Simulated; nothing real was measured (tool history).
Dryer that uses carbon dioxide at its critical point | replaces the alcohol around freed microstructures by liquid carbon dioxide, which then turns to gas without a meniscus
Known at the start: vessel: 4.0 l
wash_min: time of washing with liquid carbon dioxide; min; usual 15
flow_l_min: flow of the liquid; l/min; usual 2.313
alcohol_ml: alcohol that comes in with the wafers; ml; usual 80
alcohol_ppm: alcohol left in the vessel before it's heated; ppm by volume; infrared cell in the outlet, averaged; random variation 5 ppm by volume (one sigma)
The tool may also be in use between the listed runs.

run	hour	wash_min	flow_l_min	alcohol_ml	alcohol_ppm
1	0	15	2.313	80	30
2	8.9	15	2.313	80	26
3	19.2	15	2.313	80	33
4	29.8	15	2.16	80	43
5	35.6	12	2.313	80	64
6	46.2	15	1.62	80	112
7	52.6	15	1.62	80	107
8	62.3	20	1.58	51	35
9	70.8	12	1.58	51	212
10	80.8	17	1.98	80	34
11	88.2	14	2.99	43	28
12	92.9	17	1.63	30	47
13	101.8	13	2.42	69	47
14	107.3	13	2.42	69	37

Not shown: 1 entry that the log had between the listed runs. Between which runs, and how does the tool's hidden state differ before and after?
Between runs 12 and 13: inlet filter changed (hour 97.2)
  flow that reaches the vessel past the clogged filter, %: 93.6 -> 99.2; alcohol in the recycled carbon dioxide, ppm: 28.3 -> 29
  measured less the result without the state, alcohol_ppm: +29 -> +26 ppm by volume
